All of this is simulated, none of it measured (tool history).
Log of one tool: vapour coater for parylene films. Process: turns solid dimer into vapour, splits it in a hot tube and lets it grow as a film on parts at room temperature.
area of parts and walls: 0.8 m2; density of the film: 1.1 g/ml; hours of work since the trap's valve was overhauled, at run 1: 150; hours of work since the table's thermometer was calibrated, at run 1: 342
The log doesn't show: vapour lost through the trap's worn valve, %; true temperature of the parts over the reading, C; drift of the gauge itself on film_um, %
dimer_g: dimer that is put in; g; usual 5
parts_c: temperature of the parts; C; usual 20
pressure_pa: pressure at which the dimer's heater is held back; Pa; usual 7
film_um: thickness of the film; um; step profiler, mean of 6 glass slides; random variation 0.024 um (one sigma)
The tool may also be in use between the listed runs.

| run | hour | dimer_g | parts_c | pressure_pa | hours of work since the trap's valve was overhauled | hours of work since the table's thermometer was calibrated | film_um |
|---|---|---|---|---|---|---|---|
| 1 | 0 | 5 | 20 | 7 | 150 | 342 | 4.2 |
| 2 | 16.8 | 5 | 20 | 7 | 164 | 356 | 4.23 |
| 3 | 31.7 | 5 | 15 | 7 | 177 | 369 | 4.93 |
| 4 | 46 | 5 | 15 | 7 | 189 | 381 | 4.91 |
| 5 | 57.9 | 5 | 15 | 7 | 199 | 392 | 4.88 |
| 6 | 67.4 | 5 | 15 | 7 | 207 | 400 | 4.85 |
| 7 | 83.9 | 5 | 15 | 7 | 222 | 414 | 4.87 |
| 8 | 100.4 | 9 | 15 | 2.02 | 236 | 428 | 10.05 |
| 9 | 117.9 | 9 | 15 | 2.02 | 251 | 443 | 10.07 |
| 10 | 127.1 | 8 | 13 | 5.84 | 258 | 451 | 8.61 |
| 11 | 135.4 | 3 | 20 | 10.03 | 266 | 458 | 2.43 |
| 12 | 155.2 | 3 | 20 | 10.03 | 283 | 475 | 2.43 |
| 13 | 167.2 | 3 | 20 | 10.03 | 293 | 485 | 2.43 |
| 14 | 178.3 | 3 | 20 | 3.24 | 302 | 495 | 2.93 |

Forecast each of these 5 alternatives for the next run:
| A | 194.7 | 3 | 12 | 2.59 | 316 | 509 | ? |
| B | 194.7 | 5 | 29 | 7 | 316 | 509 | ? |
| C | 194.7 | 6 | 29 | 3.24 | 316 | 509 | ? |
| D | 194.7 | 4 | 16 | 2.24 | 316 | 509 | ? |
| E | 194.7 | 3 | 14 | 6.36 | 316 | 509 | ? |

| run | film_um |
|---|---|
| A | 3.43 |
| B | 3.31 |
| C | 4.49 |
| D | 4.51 |
| E | 3.11 |
Without the tool's hidden state the same runs would have given:
| run | film_um |
|---|---|
| A | 3.36 |
| B | 3.24 |
| C | 4.4 |
| D | 4.42 |
| E | 3.05 |
